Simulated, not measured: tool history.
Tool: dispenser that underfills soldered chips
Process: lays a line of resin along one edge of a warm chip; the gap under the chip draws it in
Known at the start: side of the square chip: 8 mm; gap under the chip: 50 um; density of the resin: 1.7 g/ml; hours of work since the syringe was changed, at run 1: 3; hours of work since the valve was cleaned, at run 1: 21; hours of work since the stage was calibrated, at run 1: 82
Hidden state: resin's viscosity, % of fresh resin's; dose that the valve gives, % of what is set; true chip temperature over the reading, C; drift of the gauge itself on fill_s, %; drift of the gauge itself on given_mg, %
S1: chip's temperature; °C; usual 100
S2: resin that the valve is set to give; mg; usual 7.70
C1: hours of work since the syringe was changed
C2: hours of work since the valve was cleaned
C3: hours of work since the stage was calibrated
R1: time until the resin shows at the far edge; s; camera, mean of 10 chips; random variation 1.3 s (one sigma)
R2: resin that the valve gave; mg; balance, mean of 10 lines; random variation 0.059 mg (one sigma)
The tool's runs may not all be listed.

run   hour   S1    S2  C1  C2   C3     R1    R2
  1    0.0  100  7.70   3  21   82  165.1  7.43
  2    6.9  100  8.90   9  26   87  245.8  8.60
       8.2  -- new syringe of resin
  3   16.2  100  8.90   6  33   94  204.1  8.57
      20.3  -- new syringe of resin
  4   30.2  100  8.19   7  43  104  230.3  7.81
      32.3  -- new syringe of resin
  5   41.0  100  8.36   7  51  112  206.0  7.83
      43.0  -- dispensing valve cleaned and set on the balance
      46.0  -- new syringe of resin
  6   49.6  100  8.36   3   5  118  150.8  8.32
  7   56.8  100  8.14   8  10  123  237.2  7.97
      58.1  -- new syringe of resin
  8   68.8  104  7.59   8  19  132  217.1  7.42
      70.4  -- new syringe of resin
  9   79.3   89  7.41   7  27  140  300.3  7.25
      82.5  -- new syringe of resin
 10   89.9  113  9.24   6  35  148  132.9  8.94
      95.3  -- new syringe of resin
 11  103.4  113  9.24   6  45  158  138.0  8.87
     107.6  -- new syringe of resin
     114.8  -- dispensing valve cleaned and set on the balance
 12  116.6   86  6.75   6   1  167  311.0  6.78
     120.8  -- new syringe of resin
 13  125.8   86  6.75   4   8  173  255.6  6.82

Forecast each of these 3 alternatives for the next run:
     133.4  -- new syringe of resin
  A  137.5  99  6.76   3  17  182   ?   ?
     133.4  -- new syringe of resin
  B  137.5  86  8.36   3  17  182   ?   ?
     133.4  -- new syringe of resin
  C  137.5  93  8.52   3  17  182   ?   ?

run     R1    R2
  A  167.5  6.65
  B  232.9  8.31
  C  187.5  8.45
Without the tool's hidden state the same runs would have given:
run     R1    R2
  A  130.5  6.78
  B  182.6  8.47
  C  147.0  8.61

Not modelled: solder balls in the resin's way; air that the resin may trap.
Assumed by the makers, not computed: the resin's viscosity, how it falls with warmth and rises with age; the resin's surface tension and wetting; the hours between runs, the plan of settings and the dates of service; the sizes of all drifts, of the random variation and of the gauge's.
